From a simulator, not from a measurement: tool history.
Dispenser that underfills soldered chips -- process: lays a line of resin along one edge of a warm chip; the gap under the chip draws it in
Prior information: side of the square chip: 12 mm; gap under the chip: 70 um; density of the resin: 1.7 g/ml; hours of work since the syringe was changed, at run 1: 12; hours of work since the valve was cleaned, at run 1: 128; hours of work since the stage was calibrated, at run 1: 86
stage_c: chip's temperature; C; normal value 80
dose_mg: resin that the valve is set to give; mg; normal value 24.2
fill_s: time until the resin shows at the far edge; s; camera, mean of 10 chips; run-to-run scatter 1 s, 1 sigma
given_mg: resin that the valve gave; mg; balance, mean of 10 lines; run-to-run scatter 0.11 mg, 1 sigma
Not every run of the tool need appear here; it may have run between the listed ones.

| run | day | stage_c | dose_mg | hours of work since the syringe was changed | hours of work since the valve was cleaned | hours of work since the stage was calibrated | fill_s | given_mg |
|---|---|---|---|---|---|---|---|---|
| 1 | 0.000 | 80 | 24.2 | 12 | 128 | 86 | 262.1 | 22.96 |
|  | 0.042 | new syringe of resin |
| 2 | 0.283 | 80 | 24.2 | 3 | 131 | 90 | 129.7 | 22.99 |
| 3 | 0.546 | 80 | 30.9 | 7 | 135 | 94 | 174.7 | 29.14 |
|  | 0.888 | new syringe of resin |
| 4 | 0.938 | 80 | 30.9 | 1 | 141 | 99 | 94.9 | 29.17 |
| 5 | 1.146 | 80 | 30.9 | 4 | 144 | 102 | 125.7 | 29.07 |
|  | 1.221 | dispensing valve cleaned and set on the balance |
| 6 | 1.438 | 80 | 30.9 | 7 | 3 | 106 | 170.0 | 30.87 |
|  | 1.783 | new syringe of resin |
| 7 | 1.783 | 80 | 30.9 | 0 | 8 | 111 | 93.6 | 30.82 |
| 8 | 2.021 | 91 | 30.9 | 3 | 11 | 114 | 90.7 | 30.59 |
| 9 | 2.238 | 80 | 24.2 | 7 | 15 | 117 | 164.1 | 24.07 |
| 10 | 2.542 | 80 | 24.2 | 11 | 19 | 122 | 241.6 | 23.92 |
|  | 2.629 | new syringe of resin |
| 11 | 2.921 | 80 | 24.2 | 4 | 24 | 127 | 134.7 | 23.95 |
| 12 | 3.100 | 80 | 24.2 | 7 | 27 | 130 | 168.4 | 24.00 |
| 13 | 3.350 | 89 | 24.2 | 10 | 31 | 133 | 179.2 | 23.94 |
|  | 3.479 | new syringe of resin |
| 14 | 3.779 | 89 | 24.2 | 4 | 37 | 139 | 108.0 | 23.71 |
| 15 | 3.975 | 80 | 24.2 | 7 | 40 | 142 | 175.6 | 23.83 |
| 16 | 4.250 | 80 | 29.0 | 11 | 44 | 146 | 240.5 | 28.59 |
|  | 4.325 | new syringe of resin |
| 17 | 4.488 | 80 | 29.0 | 2 | 47 | 150 | 113.0 | 28.33 |
| 18 | 4.667 | 80 | 29.0 | 5 | 49 | 152 | 141.2 | 28.38 |
| 19 | 4.908 | 66 | 27.3 | 9 | 53 | 156 | 289.8 | 27.11 |
|  | 5.162 | new syringe of resin |
| 20 | 5.162 | 66 | 28.1 | 0 | 56 | 159 | 142.3 | 27.27 |
| 21 | 5.512 | 88 | 26.3 | 5 | 62 | 164 | 113.1 | 25.53 |
| 22 | 5.925 | 88 | 25.0 | 11 | 68 | 170 | 195.6 | 24.25 |
|  | 6.025 | new syringe of resin |
| 23 | 6.138 | 88 | 25.0 | 2 | 70 | 173 | 87.4 | 24.26 |
| 24 | 6.354 | 88 | 22.7 | 5 | 74 | 176 | 114.9 | 21.95 |
| 25 | 6.721 | 88 | 22.7 | 10 | 79 | 182 | 185.1 | 21.92 |
|  | 6.867 | new syringe of resin |
| 26 | 7.092 | 68 | 28.5 | 3 | 84 | 187 | 172.3 | 27.53 |
| 27 | 7.300 | 68 | 30.5 | 6 | 87 | 190 | 221.4 | 29.15 |
| 28 | 7.475 | 82 | 20.9 | 9 | 90 | 192 | 192.8 | 19.98 |

Run 29 is up next; what results do you expect?
|  | 7.712 | new syringe of resin |
| 29 | 7.754 | 82 | 20.9 | 1 | 94 | 196 | ? | ? |

{"run 29": {"fill_s": 98.3, "given_mg": 19.98}}
With the hidden condition absent and the run-to-run variation left alone, this run would have shown fill_s 92.9 s, given_mg 20.84 mg.
